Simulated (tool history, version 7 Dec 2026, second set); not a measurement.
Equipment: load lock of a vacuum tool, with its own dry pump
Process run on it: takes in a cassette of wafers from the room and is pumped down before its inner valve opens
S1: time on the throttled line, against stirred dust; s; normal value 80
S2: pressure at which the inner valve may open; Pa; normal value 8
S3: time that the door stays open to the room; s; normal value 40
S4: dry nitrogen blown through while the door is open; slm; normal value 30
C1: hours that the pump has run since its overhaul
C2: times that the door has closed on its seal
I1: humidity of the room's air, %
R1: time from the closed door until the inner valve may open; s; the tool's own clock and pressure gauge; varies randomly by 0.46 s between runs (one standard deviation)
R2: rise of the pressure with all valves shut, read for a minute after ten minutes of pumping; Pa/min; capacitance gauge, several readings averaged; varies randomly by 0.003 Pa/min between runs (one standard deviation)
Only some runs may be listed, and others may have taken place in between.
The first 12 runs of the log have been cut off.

{"run": 13, "day": 53.767, "S1": 80, "S2": 8, "S3": 40, "S4": 30, "C1": 3926, "C2": 12920, "I1": 47.3, "R1": 135.9, "R2": 0.057}
{"run": 14, "day": 59.246, "S1": 80, "S2": 8, "S3": 40, "S4": 30, "C1": 4058, "C2": 13235, "I1": 43.1, "R1": 136.5, "R2": 0.053}
{"run": 15, "day": 64.104, "S1": 80, "S2": 8, "S3": 40, "S4": 30, "C1": 4174, "C2": 13514, "I1": 47.1, "R1": 135.5, "R2": 0.06}
{"run": 16, "day": 69.817, "S1": 80, "S2": 8, "S3": 40, "S4": 30, "C1": 4312, "C2": 13842, "I1": 42.2, "R1": 135.8, "R2": 0.057}
{"run": 17, "day": 74.496, "S1": 80, "S2": 8, "S3": 40, "S4": 30, "C1": 4424, "C2": 14111, "I1": 46.4, "R1": 136.4, "R2": 0.057}
{"run": 18, "day": 80.325, "S1": 80, "S2": 8, "S3": 40, "S4": 30, "C1": 4564, "C2": 14445, "I1": 47.9, "R1": 136.5, "R2": 0.062}
{"run": 19, "day": 84.058, "S1": 80, "S2": 8, "S3": 40, "S4": 30, "C1": 4653, "C2": 14660, "I1": 46.2, "R1": 136.2, "R2": 0.055}
{"run": 20, "day": 88.946, "S1": 53, "S2": 9, "S3": 140, "S4": 14, "C1": 4771, "C2": 14941, "I1": 41.5, "R1": 113, "R2": 0.115}
{"run": 21, "day": 93.825, "S1": 53, "S2": 9, "S3": 140, "S4": 14, "C1": 4888, "C2": 15221, "I1": 44, "R1": 113.7, "R2": 0.124}
{"run": 22, "day": 98.029, "S1": 53, "S2": 9, "S3": 140, "S4": 30, "C1": 4989, "C2": 15462, "I1": 47.7, "R1": 112.3, "R2": 0.108}
{"run": 23, "day": 101.183, "S1": 80, "S2": 7, "S3": 228, "S4": 17, "C1": 5064, "C2": 15643, "I1": 46.2, "R1": 137.6, "R2": 0.153}
{"run": 24, "day": 103.65, "S1": 104, "S2": 8, "S3": 40, "S4": 18, "C1": 5124, "C2": 15785, "I1": 42.3, "R1": 157.2, "R2": 0.073}
{"run": 25, "day": 107.167, "S1": 80, "S2": 8, "S3": 40, "S4": 4, "C1": 5208, "C2": 15987, "I1": 44.3, "R1": 136.9, "R2": 0.085}
{"run": 26, "day": 109.817, "S1": 80, "S2": 8, "S3": 40, "S4": 4, "C1": 5272, "C2": 16139, "I1": 45.2, "R1": 137, "R2": 0.083}
{"run": 27, "day": 115.325, "S1": 80, "S2": 8, "S3": 40, "S4": 6, "C1": 5404, "C2": 16456, "I1": 43.9, "R1": 136.7, "R2": 0.087}
{"run": 28, "day": 120.608, "S1": 80, "S2": 8, "S3": 40, "S4": 6, "C1": 5531, "C2": 16759, "I1": 44.5, "R1": 137.5, "R2": 0.091}
{"run": 29, "day": 125.575, "S1": 80, "S2": 8, "S3": 40, "S4": 6, "C1": 5650, "C2": 17044, "I1": 44.2, "R1": 137.9, "R2": 0.088}
{"run": 30, "day": 130.938, "S1": 80, "S2": 8, "S3": 40, "S4": 6, "C1": 5779, "C2": 17353, "I1": 42.6, "R1": 136.6, "R2": 0.084}
{"run": 31, "day": 135.167, "S1": 45, "S2": 10, "S3": 32, "S4": 6, "C1": 5880, "C2": 17595, "I1": 44.2, "R1": 106.3, "R2": 0.087}
{"run": 32, "day": 139.571, "S1": 45, "S2": 10, "S3": 32, "S4": 6, "C1": 5986, "C2": 17849, "I1": 47.2, "R1": 105.8, "R2": 0.087}
{"run": 33, "day": 142.567, "S1": 45, "S2": 7, "S3": 32, "S4": 6, "C1": 6058, "C2": 18021, "I1": 47, "R1": 108.5, "R2": 0.089}
{"run": 34, "day": 146.908, "S1": 86, "S2": 6, "S3": 139, "S4": 4, "C1": 6162, "C2": 18270, "I1": 45.5, "R1": 144.6, "R2": 0.169}
{"run": 35, "day": 150.817, "S1": 139, "S2": 6, "S3": 49, "S4": 4, "C1": 6256, "C2": 18494, "I1": 46.4, "R1": 189.2, "R2": 0.107}

What will run 36 give?
{"run": 36, "day": 153.867, "S1": 139, "S2": 6, "S3": 49, "S4": 4, "C1": 6329, "C2": 18670, "I1": 45.7, "R1": "?", "R2": "?"}

{"run 36": {"R1": 190.4, "R2": 0.11}}
Without the tool's hidden state the same run would have given R1 186.5 s, R2 0.065 Pa/min.
